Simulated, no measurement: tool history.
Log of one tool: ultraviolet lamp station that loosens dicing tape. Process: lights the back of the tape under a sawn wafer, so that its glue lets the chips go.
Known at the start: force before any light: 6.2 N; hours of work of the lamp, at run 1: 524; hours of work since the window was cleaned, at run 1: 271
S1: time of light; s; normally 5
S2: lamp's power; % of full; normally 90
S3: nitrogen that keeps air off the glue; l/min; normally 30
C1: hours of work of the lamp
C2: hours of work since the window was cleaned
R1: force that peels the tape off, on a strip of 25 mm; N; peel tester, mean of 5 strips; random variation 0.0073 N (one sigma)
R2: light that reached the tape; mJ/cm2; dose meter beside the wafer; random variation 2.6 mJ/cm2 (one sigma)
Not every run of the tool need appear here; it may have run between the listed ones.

run	hour	S1	S2	S3	C1	C2	R1	R2
1	0.0	5	90	30	524	271	0.419	224
2	18.5	5	90	10	536	282	0.931	221
3	39.5	5	90	10	549	296	1.000	220
4	53.9	5	90	10	558	305	0.995	219
5	69.0	5	90	10	568	314	1.001	213
6	84.5	5	90	10	577	324	1.049	215
7	111.1	5	90	30	594	340	0.466	211
# hour 133.7: window cleaned of glue's vapour
8	134.1	5	90	30	608	0	0.490	200
9	146.8	5	90	30	616	8	0.477	200
10	163.2	5	90	30	626	19	0.521	200
11	187.4	5	90	50	642	34	0.381	202
12	205.0	5	90	50	653	45	0.390	196
13	225.8	5	90	30	666	58	0.553	196
# hour 235.6: window cleaned of glue's vapour, once more
14	239.9	5	75	30	674	3	0.671	174
15	255.7	5	75	30	684	13	0.695	167
16	280.7	7	75	42	700	28	0.328	235
17	296.7	3	77	15	710	38	2.127	103
18	315.6	4	90	29	722	50	0.821	159
19	334.9	5	76	30	734	62	0.718	163
20	357.8	3	91	13	748	77	1.986	118
21	371.5	3	91	13	757	85	2.045	114
22	394.3	4	90	37	771	100	0.730	149
23	412.0	4	90	37	782	111	0.735	150
24	439.5	3	72	50	800	128	1.402	86
25	463.8	3	97	14	815	143	1.964	111
26	475.7	4	82	16	822	151	1.575	129
# hour 477.9: lamp changed
27	493.0	4	87	30	9	161	0.372	244
28	512.4	6	94	30	22	173	0.237	393
29	532.2	5	90	11	34	185	0.509	310

Consider 5 possible next runs. They are alternatives, not a sequence: every one starts from the tool as it was left by run 29. What does each give?
A	553.4	2	90	12	47	199	?	?
B	553.4	6	77	11	47	199	?	?
C	553.4	7	90	37	47	199	?	?
D	553.4	10	90	17	47	199	?	?
E	553.4	5	90	28	47	199	?	?

run	R1	R2
A	1.867	123
B	0.492	317
C	0.230	434
D	0.231	624
E	0.286	307
With the hidden condition removed and each run's random variation left untouched, the same runs would have given:
run	R1	R2
A	1.726	132
B	0.439	339
C	0.228	464
D	0.229	668
E	0.269	329
